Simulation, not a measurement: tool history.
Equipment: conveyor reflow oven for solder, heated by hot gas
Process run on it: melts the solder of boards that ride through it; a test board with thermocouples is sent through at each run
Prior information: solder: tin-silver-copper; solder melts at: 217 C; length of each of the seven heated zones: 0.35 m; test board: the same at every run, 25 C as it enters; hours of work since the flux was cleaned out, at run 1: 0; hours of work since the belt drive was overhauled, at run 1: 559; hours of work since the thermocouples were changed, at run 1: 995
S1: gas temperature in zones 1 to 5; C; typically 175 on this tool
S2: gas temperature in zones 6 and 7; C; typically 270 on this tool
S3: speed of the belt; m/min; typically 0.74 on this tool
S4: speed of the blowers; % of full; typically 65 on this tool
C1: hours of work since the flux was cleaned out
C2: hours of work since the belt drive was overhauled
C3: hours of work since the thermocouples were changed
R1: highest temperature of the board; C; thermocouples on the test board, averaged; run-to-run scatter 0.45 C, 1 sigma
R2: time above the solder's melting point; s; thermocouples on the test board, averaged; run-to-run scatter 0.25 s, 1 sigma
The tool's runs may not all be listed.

run	day	S1	S2	S3	S4	C1	C2	C3	R1	R2
1	0	175	270	0.74	65	0	559	995	251.4	41.1
2	0.888	175	270	0.74	65	14	573	1009	251.2	41.6
3	1.996	175	270	0.74	65	32	591	1027	251.7	41.6
4	3.004	175	270	0.74	65	48	607	1043	252.4	41.2
5	3.962	187	270	0.74	65	64	622	1058	254	46.4
6	4.954	174	270	0.74	65	79	638	1074	251.2	41.2
7	6.138	165	270	0.74	65	98	657	1093	249.2	37.4
8	7.292	165	270	0.74	65	117	676	1112	249.4	37.8
9	8.346	178	270	0.74	65	134	693	1129	250.8	43.4
10	9.167	175	282	0.74	65	147	706	1142	261.1	46.4
11	10.354	175	282	0.74	65	166	725	1161	262.3	46.6
# day 10.783: thermocouples of zones 6 and 7 changed
12	11.725	166	282	0.74	65	187	745	15	260	43.4
13	12.888	166	282	0.74	65	205	764	34	259.4	43.8
14	14.071	166	282	0.74	65	224	783	53	258.8	43.4
15	14.879	174	260	0.746	51	237	796	66	237	28.4
16	15.746	164	260	0.746	51	251	810	80	233.8	24.1
17	16.958	164	260	0.746	51	271	829	99	234.7	23.9
18	18.125	164	260	0.746	51	289	848	118	233.4	24
19	18.892	164	260	0.746	51	302	860	130	233.2	23.7
20	19.938	167	278	0.74	65	318	877	147	256.1	42.3
21	21.279	165	285	0.74	81	340	898	168	267.1	47.1
22	22.658	181	270	0.727	86	362	921	190	257.3	48.5
23	23.825	185	265	0.812	77	381	939	209	250	39.7
24	24.854	190	278	0.74	65	397	956	226	260.9	50.8
# day 26.408: flux residue cleaned out of gas plates and filters
25	26.408	175	270	0.74	65	0	977	247	250.4	41.2
26	27.8	175	282	0.831	75	22	1000	269	260.4	40.8
27	28.804	175	259	0.659	65	38	1016	286	245.8	43.9
28	29.546	175	259	0.659	65	50	1028	297	245.4	43.5

Each row is a separate what-if for the run after 28, all from the same tool condition, not one after another. Results?
A	30.396	175	259	0.717	60	64	1041	311	?	?
B	30.396	175	264	0.645	64	64	1041	311	?	?
C	30.396	173	259	0.722	55	64	1041	311	?	?
D	30.396	175	272	0.74	65	64	1041	311	?	?
E	30.396	180	269	0.851	65	64	1041	311	?	?

run	R1	R2
A	241.3	36.2
B	250	47.7
C	238.9	32.1
D	251.9	42.5
E	245.9	34
Without the tool's unlogged condition, the same runs would have read:
run	R1	R2
A	241.4	36.2
B	250.1	47.7
C	239	32.1
D	251.9	42.5
E	246	34
